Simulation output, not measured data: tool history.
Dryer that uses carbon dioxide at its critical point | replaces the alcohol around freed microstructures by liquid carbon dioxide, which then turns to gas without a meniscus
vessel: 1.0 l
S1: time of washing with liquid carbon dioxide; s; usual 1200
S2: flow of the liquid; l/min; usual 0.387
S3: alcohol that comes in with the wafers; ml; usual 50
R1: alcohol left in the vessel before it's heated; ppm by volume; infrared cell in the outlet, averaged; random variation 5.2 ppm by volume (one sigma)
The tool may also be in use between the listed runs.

| run | hour | S1 | S2 | S3 | R1 |
|---|---|---|---|---|---|
| 1 | 0 | 1200 | 0.387 | 50 | 274 |
| 2 | 7.6 | 1200 | 0.387 | 50 | 276 |
| 3 | 26.3 | 1200 | 0.387 | 50 | 290 |
| 4 | 35.1 | 1200 | 0.387 | 50 | 287 |
| 5 | 50 | 1200 | 0.387 | 50 | 300 |
|  | 64.5 | inlet filter changed |
| 6 | 69.6 | 1200 | 0.387 | 112 | 228 |
| 7 | 81 | 1200 | 0.387 | 112 | 241 |
| 8 | 91.4 | 1200 | 0.387 | 112 | 241 |
| 9 | 102.7 | 1200 | 0.387 | 112 | 248 |
| 10 | 115.2 | 1200 | 0.387 | 27 | 69 |
| 11 | 123.7 | 1200 | 0.387 | 27 | 81 |
| 12 | 133.3 | 1200 | 0.387 | 50 | 126 |
| 13 | 143.8 | 1200 | 0.387 | 50 | 125 |
| 14 | 161.9 | 1200 | 0.387 | 50 | 129 |
| 15 | 179.1 | 1200 | 0.387 | 50 | 124 |
| 16 | 188.4 | 1200 | 0.387 | 28 | 84 |
| 17 | 200.4 | 1200 | 0.65 | 50 | 31 |
| 18 | 211.2 | 1200 | 0.65 | 50 | 26 |
| 19 | 219.8 | 1200 | 0.65 | 50 | 32 |
| 20 | 235.2 | 1200 | 0.267 | 36 | 548 |
| 21 | 248.1 | 780 | 0.238 | 113 | 9747 |
| 22 | 262.9 | 1200 | 0.252 | 26 | 495 |
| 23 | 277.1 | 1200 | 0.252 | 26 | 520 |
| 24 | 294.5 | 1920 | 0.239 | 106 | 283 |
| 25 | 307.2 | 1140 | 0.419 | 106 | 262 |
| 26 | 317 | 1140 | 0.419 | 106 | 275 |
| 27 | 333.4 | 1020 | 0.387 | 102 | 666 |
| 28 | 343.2 | 1080 | 0.286 | 102 | 1877 |
| 29 | 359.4 | 1860 | 0.547 | 50 | 37 |
| 30 | 367.2 | 1860 | 0.547 | 50 | 36 |
| 31 | 382.8 | 1860 | 0.547 | 50 | 32 |
| 32 | 397.2 | 1200 | 0.239 | 71 | 1751 |
| 33 | 413.4 | 1380 | 0.512 | 46 | 46 |
| 34 | 424.4 | 1320 | 0.554 | 25 | 39 |
| 35 | 437.9 | 1680 | 0.39 | 22 | 48 |
| 36 | 456 | 1680 | 0.39 | 22 | 40 |

Forecast each of these 4 alternatives for the next run:
| A | 470 | 1680 | 0.343 | 25 | ? |
| B | 470 | 780 | 0.331 | 54 | ? |
| C | 470 | 1200 | 0.39 | 22 | ? |
| D | 470 | 1860 | 0.282 | 50 | ? |

| run | R1 |
|---|---|
| A | 62 |
| B | 2028 |
| C | 97 |
| D | 113 |
Without the tool's hidden state the same runs would have given:
| run | R1 |
|---|---|
| A | 17 |
| B | 1628 |
| C | 40 |
| D | 54 |

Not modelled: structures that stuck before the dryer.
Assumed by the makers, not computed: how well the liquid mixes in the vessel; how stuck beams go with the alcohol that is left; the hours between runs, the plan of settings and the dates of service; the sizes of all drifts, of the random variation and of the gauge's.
